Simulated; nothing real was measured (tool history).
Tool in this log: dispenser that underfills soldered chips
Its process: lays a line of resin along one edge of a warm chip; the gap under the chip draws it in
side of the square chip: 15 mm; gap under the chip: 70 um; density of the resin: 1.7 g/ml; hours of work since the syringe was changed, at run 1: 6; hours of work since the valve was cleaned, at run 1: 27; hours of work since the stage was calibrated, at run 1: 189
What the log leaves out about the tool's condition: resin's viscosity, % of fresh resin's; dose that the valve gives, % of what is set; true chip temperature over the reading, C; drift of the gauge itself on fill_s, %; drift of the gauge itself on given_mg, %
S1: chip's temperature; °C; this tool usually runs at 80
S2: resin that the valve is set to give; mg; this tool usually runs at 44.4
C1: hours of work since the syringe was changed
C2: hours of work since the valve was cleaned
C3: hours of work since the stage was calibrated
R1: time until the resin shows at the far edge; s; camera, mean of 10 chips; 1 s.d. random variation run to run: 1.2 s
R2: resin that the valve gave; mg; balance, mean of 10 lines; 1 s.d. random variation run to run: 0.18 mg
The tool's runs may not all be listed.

{"run": 1, "hour": 0.0, "S1": 80, "S2": 44.4, "C1": 6, "C2": 27, "C3": 189, "R1": 153.2, "R2": 43.29}
{"run": 2, "hour": 3.2, "S1": 80, "S2": 44.4, "C1": 8, "C2": 29, "C3": 191, "R1": 172.8, "R2": 43.4}
{"hour": 4.1, "done": "new syringe of resin"}
{"run": 3, "hour": 7.6, "S1": 80, "S2": 45.1, "C1": 2, "C2": 32, "C3": 194, "R1": 123.8, "R2": 43.82}
{"run": 4, "hour": 11.4, "S1": 80, "S2": 45.1, "C1": 5, "C2": 34, "C3": 197, "R1": 144.0, "R2": 43.53}
{"run": 5, "hour": 14.7, "S1": 80, "S2": 44.4, "C1": 7, "C2": 37, "C3": 199, "R1": 164.2, "R2": 42.89}
{"hour": 17.4, "done": "new syringe of resin"}
{"run": 6, "hour": 18.8, "S1": 80, "S2": 44.4, "C1": 1, "C2": 39, "C3": 201, "R1": 113.4, "R2": 42.71}
{"run": 7, "hour": 24.3, "S1": 80, "S2": 50.0, "C1": 5, "C2": 43, "C3": 205, "R1": 138.0, "R2": 47.98}
{"hour": 30.5, "done": "new syringe of resin"}
{"run": 8, "hour": 30.5, "S1": 80, "S2": 50.0, "C1": 0, "C2": 47, "C3": 209, "R1": 105.2, "R2": 47.66}
{"run": 9, "hour": 37.6, "S1": 80, "S2": 44.4, "C1": 5, "C2": 51, "C3": 214, "R1": 141.3, "R2": 42.03}
{"hour": 43.5, "done": "new syringe of resin"}
{"run": 10, "hour": 44.3, "S1": 80, "S2": 52.8, "C1": 1, "C2": 56, "C3": 218, "R1": 109.3, "R2": 50.31}
{"run": 11, "hour": 50.2, "S1": 80, "S2": 52.8, "C1": 4, "C2": 60, "C3": 222, "R1": 137.2, "R2": 49.84}
{"run": 12, "hour": 54.3, "S1": 80, "S2": 44.4, "C1": 7, "C2": 62, "C3": 225, "R1": 163.8, "R2": 41.63}
{"hour": 56.6, "done": "new syringe of resin"}
{"run": 13, "hour": 59.0, "S1": 80, "S2": 44.4, "C1": 2, "C2": 65, "C3": 227, "R1": 118.9, "R2": 41.77}
{"run": 14, "hour": 66.0, "S1": 80, "S2": 44.4, "C1": 6, "C2": 70, "C3": 232, "R1": 157.3, "R2": 41.81}
{"hour": 69.8, "done": "new syringe of resin"}
{"run": 15, "hour": 70.6, "S1": 81, "S2": 42.3, "C1": 1, "C2": 73, "C3": 235, "R1": 106.6, "R2": 39.33}
{"run": 16, "hour": 77.5, "S1": 74, "S2": 45.2, "C1": 5, "C2": 77, "C3": 240, "R1": 184.3, "R2": 42.47}
{"hour": 83.1, "done": "new syringe of resin"}
{"run": 17, "hour": 83.7, "S1": 74, "S2": 45.2, "C1": 0, "C2": 81, "C3": 244, "R1": 138.7, "R2": 41.98}
{"run": 18, "hour": 89.3, "S1": 71, "S2": 42.0, "C1": 4, "C2": 85, "C3": 247, "R1": 196.6, "R2": 38.88}
{"hour": 92.2, "done": "dispensing valve cleaned and set on the balance"}
{"run": 19, "hour": 94.6, "S1": 80, "S2": 42.0, "C1": 7, "C2": 2, "C3": 250, "R1": 160.2, "R2": 41.84}
{"hour": 97.5, "done": "new syringe of resin"}
{"run": 20, "hour": 99.4, "S1": 80, "S2": 42.0, "C1": 1, "C2": 5, "C3": 253, "R1": 113.9, "R2": 41.8}
{"run": 21, "hour": 103.4, "S1": 71, "S2": 44.4, "C1": 4, "C2": 7, "C3": 256, "R1": 188.8, "R2": 44.24}
{"run": 22, "hour": 106.8, "S1": 71, "S2": 44.4, "C1": 6, "C2": 10, "C3": 258, "R1": 216.3, "R2": 44.03}
{"hour": 110.8, "done": "new syringe of resin"}
{"run": 23, "hour": 114.6, "S1": 71, "S2": 44.4, "C1": 3, "C2": 15, "C3": 263, "R1": 175.1, "R2": 43.84}
{"run": 24, "hour": 119.2, "S1": 91, "S2": 51.3, "C1": 6, "C2": 18, "C3": 266, "R1": 95.1, "R2": 50.63}
{"hour": 124.0, "done": "new syringe of resin"}
{"run": 25, "hour": 126.0, "S1": 91, "S2": 51.3, "C1": 1, "C2": 22, "C3": 270, "R1": 72.3, "R2": 50.28}
{"run": 26, "hour": 129.7, "S1": 86, "S2": 56.9, "C1": 4, "C2": 24, "C3": 273, "R1": 103.4, "R2": 55.7}

A few steps of R1 between consecutive runs. Split each: what settings, incoming material and random variation would produce without the hidden state, and what is left over for the hidden state, along with gauge scatter present in only one of the two compared results (measured, and without hidden state):
Run 2 -> 3: S2 44.4 -> 45.1, new syringe of resin. R1 -49.0 s: hidden state -48.7, all else -0.3.
Run 5 -> 6: new syringe of resin. R1 -50.8 s: hidden state -51.9, all else +1.1.
Run 15 -> 16: S1 81 -> 74, S2 42.3 -> 45.2. R1 +77.7 s: hidden state +43.4, all else +34.3.
Run 23 -> 24: S1 71 -> 91, S2 44.4 -> 51.3. R1 -80.0 s: hidden state +9.0, all else -89.0.
